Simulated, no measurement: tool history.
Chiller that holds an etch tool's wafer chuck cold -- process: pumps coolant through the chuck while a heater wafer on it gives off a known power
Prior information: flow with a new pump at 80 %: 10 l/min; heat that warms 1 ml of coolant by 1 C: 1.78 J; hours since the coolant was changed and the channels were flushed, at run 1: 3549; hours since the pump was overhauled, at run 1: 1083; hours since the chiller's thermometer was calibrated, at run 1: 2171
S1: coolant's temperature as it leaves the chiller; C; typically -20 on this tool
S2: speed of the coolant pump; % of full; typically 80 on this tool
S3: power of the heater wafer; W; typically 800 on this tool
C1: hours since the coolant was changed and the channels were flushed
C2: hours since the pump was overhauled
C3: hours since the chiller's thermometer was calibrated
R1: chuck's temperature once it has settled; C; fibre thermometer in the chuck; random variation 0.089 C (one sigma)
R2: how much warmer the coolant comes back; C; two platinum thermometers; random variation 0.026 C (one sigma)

run	day	S1	S2	S3	C1	C2	C3	R1	R2
1	0	-20	80	800	3549	1083	2171	-11.86	2.73
2	3.25	-20	80	581	3627	1161	2249	-13.96	2.02
3	7.992	-24	80	800	3741	1275	2362	-15.79	2.81
# day 11.479: chiller's thermometer calibrated
4	11.575	-24	80	800	3826	1360	2	-15.49	2.75
5	15.571	-20	80	800	3922	1456	98	-11.49	2.81
6	19.158	-20	80	800	4008	1542	184	-11.48	2.73
7	21.454	-20	80	993	4063	1597	239	-9.64	3.49
8	26.271	-20	80	993	4178	1713	355	-9.68	3.41
9	30.758	-20	80	993	4286	1821	463	-9.64	3.44
# day 33.475: chiller's thermometer calibrated, once more
10	35.083	-20	80	993	4389	1923	39	-9.97	3.47
11	38.317	-20	80	993	4467	2001	116	-10.14	3.47
12	41.225	-20	80	993	4536	2071	186	-9.97	3.49
13	43.538	-20	94	534	4592	2126	242	-15.06	1.6
14	47.808	-15	79	625	4694	2229	344	-8.57	2.22
15	51.471	-15	79	625	4782	2317	432	-8.44	2.21
16	54.312	-14	90	673	4851	2385	500	-7.6	2.13
17	56.488	-24	68	1030	4903	2437	552	-12.2	4.28

Predict each of these 3 candidate next runs independently; none follows another, all start after run 17:
A	61.046	-19	86	652	5012	2546	662	?	?
B	61.046	-29	94	683	5012	2546	662	?	?
C	61.046	-24	68	797	5012	2546	662	?	?

run	R1	R2
A	-12.6	2.19
B	-22.62	2.07
C	-14.75	3.28
The same runs, with their run-to-run variation unchanged, on a tool lacking any hidden condition would have given:
run	R1	R2
A	-13.35	2.09
B	-23.36	1.98
C	-15.78	3.14

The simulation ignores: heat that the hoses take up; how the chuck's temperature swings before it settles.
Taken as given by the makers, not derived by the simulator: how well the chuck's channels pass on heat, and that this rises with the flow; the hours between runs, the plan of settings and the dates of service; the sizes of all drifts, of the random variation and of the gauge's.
